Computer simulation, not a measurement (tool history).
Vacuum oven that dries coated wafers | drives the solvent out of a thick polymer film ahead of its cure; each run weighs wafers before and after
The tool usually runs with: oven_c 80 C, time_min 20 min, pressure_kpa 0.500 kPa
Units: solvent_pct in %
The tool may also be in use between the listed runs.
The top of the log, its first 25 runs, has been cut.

Run 26, hour 909.3: usual settings but time_min 29 min. Result: solvent_pct 2.46 %.
Run 27, hour 957.2: usual settings but time_min 28 min, pressure_kpa 1.081 kPa. Result: solvent_pct 2.74 %.
Run 28, hour 982.2: usual settings but time_min 28 min, pressure_kpa 1.081 kPa. Result: solvent_pct 2.74 %.
Run 29, hour 1013.9: usual settings but time_min 28 min, pressure_kpa 1.081 kPa. Result: solvent_pct 2.75 %.
Run 30, hour 1050.4: usual settings but oven_c 86 C. Result: solvent_pct 2.28 %.
Run 31, hour 1074.0: usual settings but oven_c 91 C, time_min 24 min, pressure_kpa 0.289 kPa. Result: solvent_pct 0.58 %.
Run 32, hour 1125.4: usual settings but oven_c 92 C, time_min 11 min, pressure_kpa 1.674 kPa. Result: solvent_pct 3.39 %.
Run 33, hour 1171.2: usual settings but oven_c 92 C, time_min 11 min, pressure_kpa 1.674 kPa. Result: solvent_pct 3.40 %.
Run 34, hour 1195.1: usual settings but oven_c 92 C, time_min 34 min, pressure_kpa 1.674 kPa. Result: solvent_pct 0.37 %.
Run 35, hour 1247.8: usual settings but oven_c 93 C, time_min 24 min, pressure_kpa 0.914 kPa. Result: solvent_pct 0.49 %.
Run 36, hour 1269.5: usual settings but oven_c 70 C, pressure_kpa 0.266 kPa. Result: solvent_pct 8.98 %.
Run 37, hour 1310.3: usual settings but oven_c 85 C, time_min 13 min, pressure_kpa 0.954 kPa. Result: solvent_pct 5.04 %.
Run 38, hour 1346.9: usual settings but oven_c 77 C, time_min 28 min, pressure_kpa 0.954 kPa. Result: solvent_pct 3.84 %.
At hour 1384.7: oven's thermocouples calibrated.
Run 39, hour 1387.5: usual settings but oven_c 68 C, pressure_kpa 0.954 kPa. Result: solvent_pct 10.29 %.
Run 40, hour 1413.9: usual settings but oven_c 87 C, pressure_kpa 0.392 kPa. Result: solvent_pct 2.12 %.
Run 41, hour 1465.2: usual settings but oven_c 87 C, pressure_kpa 0.392 kPa. Result: solvent_pct 2.15 %.
Run 42, hour 1515.0: usual settings but oven_c 87 C, pressure_kpa 0.392 kPa. Result: solvent_pct 2.11 %.
Run 43, hour 1556.4: usual settings but oven_c 87 C, pressure_kpa 0.392 kPa. Result: solvent_pct 2.11 %.
Run 44, hour 1580.6: usual settings but oven_c 87 C, pressure_kpa 0.338 kPa. Result: solvent_pct 2.10 %.
Run 45, hour 1602.1: usual settings but oven_c 66 C, time_min 23 min, pressure_kpa 0.576 kPa. Result: solvent_pct 10.34 %.
Run 46, hour 1627.7: usual settings but oven_c 67 C, time_min 23 min, pressure_kpa 0.576 kPa. Result: solvent_pct 9.85 %.

What if the next run were any one of these 5? Each begins from the tool's condition after run 46:
Run A, hour 1649.5: usual settings but oven_c 67 C, time_min 28 min, pressure_kpa 0.296 kPa. Result: solvent_pct ?.
Run B, hour 1649.5: usual settings but oven_c 67 C, time_min 16 min, pressure_kpa 0.576 kPa. Result: solvent_pct ?.
Run C, hour 1649.5: usual settings but oven_c 94 C, time_min 23 min, pressure_kpa 1.265 kPa. Result: solvent_pct ?.
Run D, hour 1649.5: usual settings but oven_c 75 C, pressure_kpa 0.653 kPa. Result: solvent_pct ?.
Run E, hour 1649.5: usual settings but oven_c 91 C, pressure_kpa 1.438 kPa. Result: solvent_pct ?.

run  solvent_pct
  A         8.60
  B        11.86
  C         0.53
  D         7.05
  E         1.28
Stripped of hidden state, with their random variation kept, the same runs would have yielded:
run  solvent_pct
  A         8.89
  B        12.11
  C         0.56
  D         7.36
  E         1.40
